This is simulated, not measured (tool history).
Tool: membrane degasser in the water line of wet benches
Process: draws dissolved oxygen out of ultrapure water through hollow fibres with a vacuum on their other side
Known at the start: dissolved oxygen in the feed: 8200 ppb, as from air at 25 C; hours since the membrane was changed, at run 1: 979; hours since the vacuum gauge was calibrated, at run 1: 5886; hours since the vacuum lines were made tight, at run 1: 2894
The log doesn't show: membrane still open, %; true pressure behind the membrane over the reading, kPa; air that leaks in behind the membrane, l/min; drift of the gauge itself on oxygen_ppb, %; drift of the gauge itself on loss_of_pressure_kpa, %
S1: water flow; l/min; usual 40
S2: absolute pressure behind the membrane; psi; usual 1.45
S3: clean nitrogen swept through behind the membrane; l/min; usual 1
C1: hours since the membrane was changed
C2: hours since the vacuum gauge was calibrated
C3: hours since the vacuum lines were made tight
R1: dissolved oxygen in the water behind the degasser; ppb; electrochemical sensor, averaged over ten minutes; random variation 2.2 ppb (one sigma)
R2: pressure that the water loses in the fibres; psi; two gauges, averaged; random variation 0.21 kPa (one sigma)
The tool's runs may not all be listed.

| run | hour | S1 | S2 | S3 | C1 | C2 | C3 | R1 | R2 |
|---|---|---|---|---|---|---|---|---|---|
| 1 | 0 | 40 | 1.45 | 1 | 979 | 5886 | 2894 | 531.7 | 6.879 |
| 2 | 68.3 | 40 | 1.45 | 1 | 1047 | 5954 | 2963 | 532.7 | 6.843 |
| 3 | 168.7 | 40 | 1.45 | 1 | 1148 | 6055 | 3063 | 530.2 | 6.847 |
| 4 | 253.4 | 40 | 1.45 | 1 | 1232 | 6140 | 3148 | 527.5 | 6.795 |
| 5 | 347.4 | 40 | 1.45 | 1 | 1326 | 6234 | 3242 | 528 | 6.859 |
| 6 | 448.2 | 40 | 1.45 | 1 | 1427 | 6334 | 3342 | 532 | 6.85 |
| 7 | 559.4 | 40 | 1.45 | 0.51 | 1539 | 6446 | 3454 | 839.5 | 6.852 |
| 8 | 678.3 | 40 | 1.45 | 0.51 | 1657 | 6564 | 3573 | 853.1 | 6.792 |
| 9 | 762.3 | 40 | 1.45 | 0.51 | 1741 | 6648 | 3656 | 843.5 | 6.799 |
| 10 | 820.7 | 40 | 1.45 | 0.51 | 1800 | 6707 | 3715 | 848.1 | 6.823 |
| 11 | 938.9 | 40 | 1.45 | 0.51 | 1918 | 6825 | 3833 | 846.9 | 6.824 |
| 12 | 1026.6 | 40 | 2.51 | 1 | 2006 | 6913 | 3921 | 1031.3 | 6.801 |
| 13 | 1116.6 | 40 | 2.51 | 1.9 | 2096 | 7003 | 4011 | 626.9 | 6.847 |
| 14 | 1188.7 | 40 | 2.51 | 1.9 | 2168 | 7075 | 4083 | 635.1 | 6.812 |
| 15 | 1297.1 | 28 | 2.51 | 0.65 | 2276 | 7183 | 4191 | 1063.3 | 4.809 |
| 16 | 1400.2 | 28 | 2.51 | 0.65 | 2379 | 7286 | 4294 | 1070 | 4.76 |

The next listed run, before its measurement:
|  | 1407.3 | vacuum gauge calibrated |
| 17 | 1523.5 | 29 | 3.15 | 1 | 2502 | 116 | 4417 | ? | ? |

R1: 1022.3 ppb
R2: 4.904 psi
Without the tool's hidden state the same run would have given R1 1022.2 ppb, R2 4.956 psi.

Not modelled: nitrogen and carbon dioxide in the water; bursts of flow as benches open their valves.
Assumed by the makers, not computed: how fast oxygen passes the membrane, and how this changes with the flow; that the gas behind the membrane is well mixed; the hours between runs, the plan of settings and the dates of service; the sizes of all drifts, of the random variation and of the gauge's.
